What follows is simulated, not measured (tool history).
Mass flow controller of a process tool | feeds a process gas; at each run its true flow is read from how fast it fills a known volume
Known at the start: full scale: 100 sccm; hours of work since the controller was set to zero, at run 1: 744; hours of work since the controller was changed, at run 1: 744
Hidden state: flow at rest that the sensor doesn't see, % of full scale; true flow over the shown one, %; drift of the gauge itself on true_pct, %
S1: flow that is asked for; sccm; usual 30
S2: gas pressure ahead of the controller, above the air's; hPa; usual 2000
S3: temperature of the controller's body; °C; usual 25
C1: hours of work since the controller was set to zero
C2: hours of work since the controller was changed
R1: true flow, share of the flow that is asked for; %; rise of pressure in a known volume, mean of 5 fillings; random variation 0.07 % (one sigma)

run 1 hour=0 | S1=30 S2=2000 S3=25 | C1=744 C2=744 | R1=99.5
run 2 hour=94 | S1=30 S2=2000 S3=25 | C1=777 C2=777 | R1=99.41
run 3 hour=152.8 | S1=13 S2=2000 S3=25 | C1=797 C2=797 | R1=100.2
run 4 hour=211.9 | S1=30 S2=2000 S3=25 | C1=817 C2=817 | R1=99.55
run 5 hour=307.6 | S1=30 S2=2000 S3=25 | C1=850 C2=850 | R1=99.63
run 6 hour=357.5 | S1=30 S2=2000 S3=25 | C1=868 C2=868 | R1=99.65
run 7 hour=437.2 | S1=30 S2=2000 S3=25 | C1=895 C2=895 | R1=99.67
-- hour=447 controller's zero set anew
run 8 hour=492 | S1=30 S2=1760 S3=25 | C1=16 C2=914 | R1=100.06
run 9 hour=557.4 | S1=30 S2=1760 S3=25 | C1=38 C2=937 | R1=100.14
run 10 hour=629.1 | S1=30 S2=1760 S3=25 | C1=63 C2=961 | R1=100.01
-- hour=660.7 controller's zero set anew, once more
run 11 hour=702.1 | S1=30 S2=1760 S3=25 | C1=14 C2=986 | R1=98.91
run 12 hour=763.6 | S1=30 S2=2000 S3=29 | C1=36 C2=1008 | R1=99.49
run 13 hour=843.2 | S1=41 S2=1880 S3=25 | C1=63 C2=1035 | R1=99.18
run 14 hour=918.1 | S1=20 S2=2000 S3=25 | C1=89 C2=1061 | R1=99.06
run 15 hour=1018.5 | S1=14 S2=1680 S3=24 | C1=124 C2=1096 | R1=98.71
run 16 hour=1093.9 | S1=15 S2=1520 S3=24 | C1=150 C2=1122 | R1=98.67
run 17 hour=1156.4 | S1=15 S2=1520 S3=24 | C1=171 C2=1143 | R1=98.65
run 18 hour=1245.8 | S1=15 S2=1520 S3=24 | C1=202 C2=1174 | R1=98.87
run 19 hour=1321.2 | S1=30 S2=2000 S3=21 | C1=228 C2=1200 | R1=99.05
run 20 hour=1369.7 | S1=30 S2=2000 S3=21 | C1=245 C2=1217 | R1=98.96
run 21 hour=1411.7 | S1=14 S2=2000 S3=25 | C1=260 C2=1232 | R1=99.5
run 22 hour=1505.7 | S1=14 S2=2000 S3=40 | C1=292 C2=1264 | R1=100.99
run 23 hour=1576.2 | S1=13 S2=2000 S3=23 | C1=316 C2=1288 | R1=99.27

5 ways to go on from here, each from the tool as it stands after run 23. What would each give?
run A hour=1627.3 | S1=30 S2=2000 S3=28 | C1=334 C2=1306 | R1=?
run B hour=1627.3 | S1=13 S2=2220 S3=39 | C1=334 C2=1306 | R1=?
run C hour=1627.3 | S1=74 S2=2340 S3=29 | C1=334 C2=1306 | R1=?
run D hour=1627.3 | S1=18 S2=2000 S3=38 | C1=334 C2=1306 | R1=?
run E hour=1627.3 | S1=47 S2=2000 S3=34 | C1=334 C2=1306 | R1=?

run=A R1=99.67
run=B R1=101.11
run=C R1=100.78
run=D R1=100.67
run=E R1=100.58
Without the tool's hidden state the same runs would have given:
run=A R1=98.81
run=B R1=99.74
run=C R1=100.14
run=D R1=99.55
run=E R1=99.86
